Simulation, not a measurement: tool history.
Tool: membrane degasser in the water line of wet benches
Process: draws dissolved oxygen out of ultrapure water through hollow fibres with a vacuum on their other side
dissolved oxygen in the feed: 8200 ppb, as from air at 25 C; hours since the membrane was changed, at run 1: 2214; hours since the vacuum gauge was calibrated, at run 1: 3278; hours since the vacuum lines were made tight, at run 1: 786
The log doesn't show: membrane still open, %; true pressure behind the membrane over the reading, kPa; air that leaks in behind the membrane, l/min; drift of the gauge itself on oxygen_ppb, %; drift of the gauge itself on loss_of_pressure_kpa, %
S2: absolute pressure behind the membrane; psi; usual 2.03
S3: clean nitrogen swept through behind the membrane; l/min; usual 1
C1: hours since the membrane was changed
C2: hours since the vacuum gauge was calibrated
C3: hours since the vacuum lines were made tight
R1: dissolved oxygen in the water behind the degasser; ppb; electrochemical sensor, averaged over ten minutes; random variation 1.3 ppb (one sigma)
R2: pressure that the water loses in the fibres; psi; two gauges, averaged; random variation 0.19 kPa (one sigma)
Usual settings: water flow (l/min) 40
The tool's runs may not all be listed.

Run 1, hour 0: usual settings; C1 2214; C2 3278; C3 786. Result: R1 814.2 ppb, R2 5.931 psi.
Run 2, hour 42.1: usual settings; C1 2256; C2 3320; C3 828. Result: R1 815.7 ppb, R2 5.884 psi.
Run 3, hour 92.7: usual settings; C1 2307; C2 3371; C3 879. Result: R1 815.1 ppb, R2 5.91 psi.
Run 4, hour 117.5: usual settings but S2 2.61 psi; C1 2332; C2 3396; C3 904. Result: R1 1078.1 ppb, R2 5.906 psi.
Run 5, hour 177.1: usual settings but S2 2.61 psi; C1 2391; C2 3455; C3 963. Result: R1 1077.5 ppb, R2 5.939 psi.
Run 6, hour 208.9: usual settings but S2 2.61 psi; C1 2423; C2 3487; C3 995. Result: R1 1076.5 ppb, R2 5.932 psi.
Run 7, hour 242: usual settings; C1 2456; C2 3520; C3 1028. Result: R1 817.7 ppb, R2 5.862 psi.
Run 8, hour 271.7: usual settings; C1 2486; C2 3550; C3 1058. Result: R1 815.8 ppb, R2 5.931 psi.
Run 9, hour 313.5: usual settings but S3 2.22 l/min; C1 2528; C2 3592; C3 1100. Result: R1 433.6 ppb, R2 5.98 psi.
Run 10, hour 366.3: usual settings but S3 2.22 l/min; C1 2581; C2 3644; C3 1152. Result: R1 433.3 ppb, R2 5.857 psi.
Run 11, hour 400.5: usual settings but S2 4.54 psi; C1 2615; C2 3679; C3 1187. Result: R1 1852.8 ppb, R2 5.967 psi.
Run 12, hour 454.3: usual settings but S2 4.54 psi; C1 2668; C2 3732; C3 1240. Result: R1 1847.6 ppb, R2 5.922 psi.
At hour 458.3: vacuum gauge calibrated.
Run 13, hour 485.2: usual settings; C1 2699; C2 27; C3 1271. Result: R1 822.2 ppb, R2 5.938 psi.
Run 14, hour 519.9: usual settings but water flow (l/min) 41; C1 2734; C2 62; C3 1306. Result: R1 834.7 ppb, R2 6.087 psi.
Run 15, hour 578.3: usual settings but water flow (l/min) 26; C1 2792; C2 120; C3 1364. Result: R1 587.3 ppb, R2 3.883 psi.
Run 16, hour 633.3: usual settings but water flow (l/min) 26; C1 2847; C2 175; C3 1419. Result: R1 587.6 ppb, R2 3.849 psi.
At hour 663: vacuum gauge calibrated, once more.
Run 17, hour 685.8: usual settings but water flow (l/min) 26; C1 2899; C2 23; C3 1471. Result: R1 575.7 ppb, R2 3.842 psi.
Run 18, hour 715.1: usual settings but water flow (l/min) 29, S2 4.28 psi, S3 1.17 l/min; C1 2928; C2 52; C3 1500. Result: R1 1240 ppb, R2 4.373 psi.
Run 19, hour 766.7: usual settings but S2 3 psi; C1 2980; C2 104; C3 1552. Result: R1 1236.9 ppb, R2 5.971 psi.
Run 20, hour 813.9: usual settings but S2 3 psi; C1 3027; C2 151; C3 1599. Result: R1 1241.8 ppb, R2 6.003 psi.
Run 21, hour 867.1: usual settings but S2 3 psi; C1 3080; C2 204; C3 1652. Result: R1 1241.6 ppb, R2 5.983 psi.
Run 22, hour 895.8: usual settings but S2 3 psi; C1 3109; C2 233; C3 1681. Result: R1 1241.6 ppb, R2 5.951 psi.
Run 23, hour 946: usual settings but S2 3.13 psi; C1 3159; C2 283; C3 1731. Result: R1 1290.5 ppb, R2 5.994 psi.
Run 24, hour 982.6: usual settings but water flow (l/min) 34, S2 3.83 psi, S3 1.31 l/min; C1 3196; C2 320; C3 1768. Result: R1 1153.6 ppb, R2 5.097 psi.
Run 25, hour 1039.6: usual settings but water flow (l/min) 25, S2 2.55 psi, S3 1.06 l/min; C1 3253; C2 377; C3 1825. Result: R1 695.1 ppb, R2 3.77 psi.
Run 26, hour 1091.1: usual settings but water flow (l/min) 25, S2 2.55 psi, S3 0.42 l/min; C1 3304; C2 428; C3 1876. Result: R1 1362.8 ppb, R2 3.746 psi.
Run 27, hour 1143.3: usual settings but water flow (l/min) 54, S2 2.54 psi, S3 2.78 l/min; C1 3356; C2 480; C3 1928. Result: R1 602.1 ppb, R2 8.131 psi.
Run 28, hour 1175.7: usual settings but water flow (l/min) 34, S2 4.25 psi; C1 3389; C2 513; C3 1961. Result: R1 1550.9 ppb, R2 5.129 psi.
Run 29, hour 1208: usual settings but water flow (l/min) 28, S2 1.36 psi, S3 1.15 l/min; C1 3421; C2 545; C3 1993. Result: R1 323.7 ppb, R2 4.238 psi.
Run 30, hour 1250.7: usual settings but water flow (l/min) 36, S2 1.97 psi, S3 2.56 l/min; C1 3464; C2 588; C3 2036. Result: R1 334.6 ppb, R2 5.471 psi.
Run 31, hour 1289.5: usual settings but water flow (l/min) 36, S2 1.97 psi, S3 2.56 l/min; C1 3503; C2 627; C3 2075. Result: R1 335.3 ppb, R2 5.411 psi.
Run 32, hour 1320.5: usual settings but water flow (l/min) 38; C1 3534; C2 657; C3 2106. Result: R1 775.5 ppb, R2 5.674 psi.

The same runs without the tool's hidden state, with the same run-to-run variation:
run      R1     R2
  1   803.1  5.732
  2   804.4  5.681
  3   803.6  5.703
  4  1066.8  5.694
  5    1066  5.723
  6  1064.8  5.714
  7   805.5  5.642
  8   803.5  5.707
  9   424.7  5.752
 10   424.2  5.625
 11  1840.4  5.729
 12  1834.9   5.68
 13   802.8  5.693
 14     815  5.832
 15   571.5  3.717
 16   571.5  3.681
 17   572.1  3.671
 18  1232.5   4.18
 19    1233  5.699
 20  1237.6  5.726
 21  1237.2  5.699
 22    1237  5.667
 23  1285.6  5.704
 24  1145.9  4.849
 25   688.7  3.582
 26  1363.8  3.556
 27   593.8  7.713
 28  1542.3  4.863
 29   319.4  4.016
 30   329.1  5.182
 31   329.7  5.118
 32   769.8  5.365
